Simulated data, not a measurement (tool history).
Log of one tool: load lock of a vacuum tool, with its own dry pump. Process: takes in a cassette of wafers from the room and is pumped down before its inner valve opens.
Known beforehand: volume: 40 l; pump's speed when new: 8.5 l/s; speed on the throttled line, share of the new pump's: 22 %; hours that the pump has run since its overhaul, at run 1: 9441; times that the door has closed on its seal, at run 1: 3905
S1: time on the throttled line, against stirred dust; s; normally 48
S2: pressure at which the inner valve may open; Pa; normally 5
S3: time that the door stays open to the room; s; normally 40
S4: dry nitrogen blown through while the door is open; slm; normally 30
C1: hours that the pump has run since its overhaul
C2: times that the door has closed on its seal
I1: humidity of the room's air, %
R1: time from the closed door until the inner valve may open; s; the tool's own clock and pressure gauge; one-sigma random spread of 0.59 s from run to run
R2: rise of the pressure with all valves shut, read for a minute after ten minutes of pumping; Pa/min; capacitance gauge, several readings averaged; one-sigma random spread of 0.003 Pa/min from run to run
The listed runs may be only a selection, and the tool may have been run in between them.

Run 1, hour 0: usual settings; C1 9441; C2 3905; I1 47.6. Result: R1 85.8 s, R2 0.021 Pa/min.
Run 2, hour 200.2: usual settings; C1 9642; C2 4251; I1 41.3. Result: R1 84.1 s, R2 0.01 Pa/min.
Run 3, hour 391.7: usual settings; C1 9833; C2 4583; I1 48.5. Result: R1 84.4 s, R2 0.013 Pa/min.
Run 4, hour 630.5: usual settings; C1 10072; C2 4996; I1 47.1. Result: R1 83.8 s, R2 0.017 Pa/min.
Run 5, hour 842.7: usual settings; C1 10284; C2 5363; I1 46.8. Result: R1 84.6 s, R2 0.013 Pa/min.
Run 6, hour 1162.6: usual settings; C1 10604; C2 5916; I1 47.4. Result: R1 85.5 s, R2 0.018 Pa/min.
Run 7, hour 1432.6: usual settings; C1 10874; C2 6383; I1 43.8. Result: R1 85.2 s, R2 0.02 Pa/min.
Run 8, hour 1615.7: usual settings but S4 34 slm; C1 11057; C2 6700; I1 45.1. Result: R1 84 s, R2 0.014 Pa/min.
Run 9, hour 1894.6: usual settings but S4 34 slm; C1 11336; C2 7182; I1 46.2. Result: R1 85 s, R2 0.016 Pa/min.
Run 10, hour 2072.9: usual settings but S4 34 slm; C1 11514; C2 7491; I1 44.8. Result: R1 85.4 s, R2 0.015 Pa/min.
Run 11, hour 2396.6: usual settings but S3 72 s; C1 11838; C2 8051; I1 48.1. Result: R1 85.6 s, R2 0.029 Pa/min.
Run 12, hour 2729.1: usual settings but S3 72 s; C1 12170; C2 8626; I1 46.2. Result: R1 84.9 s, R2 0.021 Pa/min.
Run 13, hour 3058.2: usual settings but S2 6 Pa; C1 12500; C2 9195; I1 46.1. Result: R1 83.3 s, R2 0.012 Pa/min.
Run 14, hour 3224.4: usual settings but S2 6 Pa; C1 12666; C2 9483; I1 45.8. Result: R1 83.8 s, R2 0.011 Pa/min.
Run 15, hour 3524: usual settings but S2 6 Pa; C1 12965; C2 10001; I1 45.6. Result: R1 83.6 s, R2 0.014 Pa/min.
Run 16, hour 3834.8: usual settings; C1 13276; C2 10539; I1 45.2. Result: R1 85.2 s, R2 0.016 Pa/min.
Run 17, hour 3975.4: usual settings; C1 13417; C2 10782; I1 46.1. Result: R1 84 s, R2 0.016 Pa/min.
Run 18, hour 4151.5: usual settings; C1 13593; C2 11087; I1 45. Result: R1 85.7 s, R2 0.012 Pa/min.
Run 19, hour 4408.4: usual settings; C1 13850; C2 11531; I1 46.4. Result: R1 85 s, R2 0.015 Pa/min.
Run 20, hour 4640.8: usual settings but S1 70 s, S2 7 Pa, S3 107 s, S4 35 slm; C1 14082; C2 11933; I1 42.6. Result: R1 99.2 s, R2 0.028 Pa/min.
Run 21, hour 4832.2: usual settings but S2 7 Pa; C1 14273; C2 12264; I1 43.5. Result: R1 82.5 s, R2 0.016 Pa/min.
Run 22, hour 5043.6: usual settings but S2 7 Pa; C1 14485; C2 12630; I1 48. Result: R1 83.6 s, R2 0.01 Pa/min.
Run 23, hour 5219.9: usual settings but S2 7 Pa; C1 14661; C2 12935; I1 45.2. Result: R1 82.2 s, R2 0.023 Pa/min.
Run 24, hour 5494: usual settings but S2 7 Pa, S4 34 slm; C1 14935; C2 13409; I1 47.6. Result: R1 82.1 s, R2 0.014 Pa/min.
Run 25, hour 5638.9: usual settings but S2 7 Pa, S4 34 slm; C1 15080; C2 13660; I1 44.1. Result: R1 82.6 s, R2 0.012 Pa/min.
Run 26, hour 5816.3: usual settings but S4 4 slm; C1 15258; C2 13967; I1 41.8. Result: R1 85.4 s, R2 0.035 Pa/min.
Run 27, hour 6141.8: usual settings but S1 49 s, S2 6 Pa, S3 148 s, S4 10 slm; C1 15583; C2 14530; I1 44.4. Result: R1 84.3 s, R2 0.07 Pa/min.
Run 28, hour 6304.6: usual settings but S1 29 s, S3 131 s; C1 15746; C2 14811; I1 49.8. Result: R1 69.9 s, R2 0.033 Pa/min.
Run 29, hour 6487.5: usual settings but S1 29 s, S2 7 Pa, S3 131 s, S4 34 slm; C1 15929; C2 15128; I1 49. Result: R1 68.4 s, R2 0.032 Pa/min.
Run 30, hour 6735.1: usual settings but S1 29 s, S2 7 Pa, S3 131 s, S4 34 slm; C1 16176; C2 15556; I1 50.3. Result: R1 67.6 s, R2 0.03 Pa/min.
Run 31, hour 6984.1: usual settings but S4 24 slm; C1 16425; C2 15987; I1 46.3. Result: R1 84.5 s, R2 0.017 Pa/min.
Run 32, hour 7229.8: usual settings but S1 69 s, S2 6 Pa, S4 5 slm; C1 16671; C2 16412; I1 47.9. Result: R1 100.7 s, R2 0.04 Pa/min.
Run 33, hour 7489: usual settings but S1 45 s, S2 9 Pa, S4 13 slm; C1 16930; C2 16860; I1 44.5. Result: R1 79.1 s, R2 0.022 Pa/min.
Run 34, hour 7771.1: usual settings but S1 45 s, S2 9 Pa, S4 13 slm; C1 17212; C2 17348; I1 45.8. Result: R1 78.4 s, R2 0.027 Pa/min.
Run 35, hour 7998.7: usual settings but S1 45 s, S2 9 Pa, S4 13 slm; C1 17440; C2 17742; I1 46.7. Result: R1 79.6 s, R2 0.025 Pa/min.
Run 36, hour 8300.9: usual settings but S1 45 s, S2 6 Pa, S4 27 slm; C1 17742; C2 18265; I1 42.3. Result: R1 81.1 s, R2 0.011 Pa/min.

Each row is a separate what-if for the run after 36, all from the same tool condition, not one after another. Results?
Run A, hour 8556.4: usual settings but S1 77 s, S2 6 Pa, S4 27 slm; C1 17998; C2 18707; I1 44.3. Result: R1 ?, R2 ?.
Run B, hour 8556.4: usual settings but S1 29 s, S2 4 Pa, S3 92 s; C1 17998; C2 18707; I1 47.1. Result: R1 ?, R2 ?.
Run C, hour 8556.4: usual settings but S4 10 slm; C1 17998; C2 18707; I1 43.6. Result: R1 ?, R2 ?.
Run D, hour 8556.4: usual settings but S1 45 s, S2 4 Pa, S4 27 slm; C1 17998; C2 18707; I1 46.2. Result: R1 ?, R2 ?.
Run E, hour 8556.4: usual settings but S3 42 s; C1 17998; C2 18707; I1 41.6. Result: R1 ?, R2 ?.

run     R1     R2
  A  105.9  0.017
  B   71.8  0.023
  C   84.2  0.025
  D   82.6  0.018
  E   84.9  0.016
What these runs would have given with no unlogged condition in the tool:
run     R1     R2
  A  105.9  0.017
  B   71.8  0.023
  C   84.2  0.025
  D   82.6  0.018
  E   84.9  0.015
